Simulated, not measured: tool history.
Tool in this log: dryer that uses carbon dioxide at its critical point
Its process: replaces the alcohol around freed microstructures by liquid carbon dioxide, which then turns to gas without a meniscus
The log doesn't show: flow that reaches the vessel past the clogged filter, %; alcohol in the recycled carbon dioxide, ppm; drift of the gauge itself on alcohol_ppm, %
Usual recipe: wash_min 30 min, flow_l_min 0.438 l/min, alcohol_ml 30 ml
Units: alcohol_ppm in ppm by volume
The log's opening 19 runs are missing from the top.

run,hour,wash_min,flow_l_min,alcohol_ml,hours of work since the filter was changed,hours of work since the purifier's bed was changed,alcohol_ppm
20,141.5,30,0.438,30,287,81,68
21,149.9,30,0.439,30,291,85,68
22,156.4,30,0.439,30,294,88,63
23,161.6,30,0.439,30,296,90,68
24,167.2,31,0.549,102,299,93,55
25,172.6,47,0.611,31,301,95,13
26,180.2,22,0.404,28,305,99,320
27,188.6,35,0.48,67,309,103,44
28,193.2,23,0.48,67,311,105,320
# hour 202.8: inlet filter changed
29,202.8,24,0.48,67,0,109,185
30,211.8,24,0.285,26,4,113,558
31,219.6,30,0.659,30,8,117,24
32,224.6,35,0.274,87,10,119,528
33,230,35,0.274,87,13,122,528
34,235.9,27,0.438,30,16,124,81
35,245.7,27,0.447,35,20,129,96
36,251.5,27,0.447,35,23,132,93
37,257.4,19,0.432,70,26,135,846
38,267.6,21,0.421,34,30,139,333
39,276,47,0.426,60,34,143,23
40,286.2,31,0.655,41,39,148,21
41,294.5,25,0.438,30,43,152,129
42,303.7,25,0.438,30,47,156,116
43,310.8,24,0.34,30,51,160,369

Forecast each of these 4 alternatives for the next run:
A,320.3,29,0.697,30,55,164,?
B,320.3,24,0.34,21,55,164,?
C,320.3,22,0.34,30,55,164,?
D,320.3,30,0.371,30,55,164,?

run,alcohol_ppm
A,31
B,274
C,515
D,111
With the hidden condition removed and each run's random variation left untouched, the same runs would have given:
run,alcohol_ppm
A,15
B,242
C,471
D,87
